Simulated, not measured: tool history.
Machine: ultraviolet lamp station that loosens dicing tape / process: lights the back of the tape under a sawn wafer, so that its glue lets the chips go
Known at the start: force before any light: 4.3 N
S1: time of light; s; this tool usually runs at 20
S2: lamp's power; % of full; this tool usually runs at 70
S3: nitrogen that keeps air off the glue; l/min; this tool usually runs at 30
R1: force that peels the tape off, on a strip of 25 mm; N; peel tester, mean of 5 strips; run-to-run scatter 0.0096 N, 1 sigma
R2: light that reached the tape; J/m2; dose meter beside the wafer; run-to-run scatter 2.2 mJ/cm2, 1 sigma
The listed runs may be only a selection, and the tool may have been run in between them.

run,day,S1,S2,S3,R1,R2
1,0.000,20,70,30,0.530,1750
2,0.671,20,70,30,0.529,1710
3,1.479,20,70,30,0.515,1720
4,2.025,20,70,30,0.531,1710
5,2.483,20,70,30,0.522,1680
6,2.867,20,70,30,0.544,1690
7,3.212,20,70,30,0.520,1670
8,3.758,20,70,11,0.917,1680
9,4.471,20,70,30,0.553,1680
10,4.942,20,70,30,0.536,1650
11,5.600,20,70,30,0.542,1640
12,6.183,20,70,30,0.553,1630
13,6.617,20,70,30,0.548,1670
14,7.371,20,70,30,0.569,1610
15,7.804,20,70,30,0.583,1630
16,8.388,20,70,10,1.022,1610
17,9.112,20,70,30,0.585,1600
18,9.492,20,70,30,0.574,1640
19,10.067,20,70,30,0.576,1590
20,10.550,20,70,30,0.589,1550
21,11.025,20,70,30,0.588,1610
22,11.712,20,70,30,0.592,1570
23,12.338,20,70,30,0.588,1550
24,13.117,11,78,10,1.803,970
25,13.733,40,77,13,0.301,3410
26,14.512,33,95,13,0.308,3460
27,15.288,30,67,14,0.568,2230
28,15.625,15,65,40,0.928,1070
29,16.396,15,69,26,1.029,1110
30,17.125,17,86,38,0.518,1600
31,17.900,17,86,22,0.729,1540
32,18.688,17,86,22,0.732,1590
33,19.279,24,63,31,0.551,1600
# day 19.529: window cleaned of glue's vapour
34,20.108,24,63,31,0.478,1840
35,20.800,24,63,31,0.485,1810
36,21.408,24,63,33,0.479,1810
37,21.938,24,70,30,0.420,2010
38,22.642,35,99,30,0.215,4060
39,23.150,35,99,30,0.210,4080
40,23.804,20,70,13,0.871,1680
41,24.371,20,70,15,0.839,1680
42,24.742,38,79,9,0.365,3490
43,25.354,38,79,23,0.244,3500

Below are 4 alternative next runs, each starting from the tool's condition after run 43. Predict each:
A,25.846,15,83,26,?,?
B,25.846,36,91,30,?,?
C,25.846,22,79,23,?,?
D,25.846,17,88,11,?,?

run,R1,R2
A,0.769,1440
B,0.226,3780
C,0.460,2030
D,0.947,1710
Without the tool's unlogged condition, the same runs would have read:
run,R1,R2
A,0.545,1810
B,0.215,4750
C,0.330,2540
D,0.684,2150
